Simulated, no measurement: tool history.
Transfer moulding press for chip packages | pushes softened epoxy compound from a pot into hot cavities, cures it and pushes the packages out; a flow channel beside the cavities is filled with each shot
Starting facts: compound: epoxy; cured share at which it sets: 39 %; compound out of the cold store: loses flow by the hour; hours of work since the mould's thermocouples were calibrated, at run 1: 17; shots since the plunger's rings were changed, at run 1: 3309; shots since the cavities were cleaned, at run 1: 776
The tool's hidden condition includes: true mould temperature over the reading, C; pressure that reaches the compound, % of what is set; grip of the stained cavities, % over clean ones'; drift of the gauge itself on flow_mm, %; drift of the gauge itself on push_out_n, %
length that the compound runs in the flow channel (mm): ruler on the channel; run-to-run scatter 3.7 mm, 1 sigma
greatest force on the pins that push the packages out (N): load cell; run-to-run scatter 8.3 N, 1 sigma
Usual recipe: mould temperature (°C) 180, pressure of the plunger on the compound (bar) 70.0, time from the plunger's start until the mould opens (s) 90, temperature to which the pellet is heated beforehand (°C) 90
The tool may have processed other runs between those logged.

run   hour  mould temperature (°C)  pressure of the plunger on the compound (bar)  time from the plunger's start until the mould opens (s)  temperature to which the pellet is heated beforehand (°C)  hours of work since the mould's thermocouples were calibrated  shots since the plunger's rings were changed  shots since the cavities were cleaned  incoming compound's hours out of the cold store  length that the compound runs in the flow channel (mm)  greatest force on the pins that push the packages out (N)
  1    0.0                     180                                           70.0                                                       90                                                         90                                                             17                                          3309                                    776                                             36.9                                                     712                                                        570
  2    9.0                     180                                           70.0                                                       90                                                         90                                                             22                                          3419                                    886                                             43.7                                                     700                                                        571
      15.4  -- cavities cleaned with cleaning compound and waxed
  3   16.6                     184                                           70.0                                                       90                                                         90                                                             26                                          3494                                     15                                             43.8                                                     702                                                        336
  4   27.2                     180                                           61.2                                                       90                                                         90                                                             32                                          3625                                    146                                             42.5                                                     658                                                        436
  5   34.8                     180                                           61.2                                                       90                                                         90                                                             37                                          3717                                    238                                             17.7                                                     710                                                        488
  6   40.0                     180                                           61.2                                                       90                                                         90                                                             40                                          3782                                    303                                             29.9                                                     683                                                        498
  7   45.4                     180                                           61.2                                                       90                                                         90                                                             43                                          3847                                    368                                             40.0                                                     658                                                        510
  8   57.8                     180                                           61.2                                                       90                                                         90                                                             50                                          3999                                    520                                             45.8                                                     646                                                        544
  9   67.8                     180                                           61.2                                                       90                                                         90                                                             56                                          4122                                    643                                             41.0                                                     655                                                        539
 10   73.7                     180                                           61.2                                                       90                                                         90                                                             60                                          4196                                    717                                             21.8                                                     704                                                        588
 11   79.3                     180                                           70.0                                                       90                                                         82                                                             63                                          4264                                    785                                             34.3                                                     716                                                        591
 12   84.5                     180                                           70.0                                                       90                                                         97                                                             67                                          4328                                    849                                             41.6                                                     697                                                        534
      94.4  -- cavities cleaned with cleaning compound and waxed
 13   97.3                     180                                           73.8                                                       90                                                         90                                                             73                                          4466                                     35                                             37.2                                                     723                                                        407
     100.0  -- mould's thermocouples calibrated
 14  110.1                     180                                           73.8                                                       90                                                         90                                                              6                                          4599                                    168                                             42.7                                                     713                                                        459
 15  120.5                     180                                           73.8                                                       90                                                         90                                                             12                                          4726                                    295                                             31.2                                                     741                                                        530
 16  126.0                     180                                           73.8                                                       90                                                         90                                                             16                                          4794                                    363                                             16.9                                                     777                                                        548

Forecast run 17:
 17  134.4                     180                                           68.8                                                      105                                                         90                                                             21                                          4896                                    465                                             18.6                                                       ?                                                          ?

For run 17 the tool returned length that the compound runs in the flow channel (mm) 743, greatest force on the pins that push the packages out (N) 454.
With the hidden condition absent and the run-to-run variation left alone, this run would have shown length that the compound runs in the flow channel (mm) 774, greatest force on the pins that push the packages out (N) 298.

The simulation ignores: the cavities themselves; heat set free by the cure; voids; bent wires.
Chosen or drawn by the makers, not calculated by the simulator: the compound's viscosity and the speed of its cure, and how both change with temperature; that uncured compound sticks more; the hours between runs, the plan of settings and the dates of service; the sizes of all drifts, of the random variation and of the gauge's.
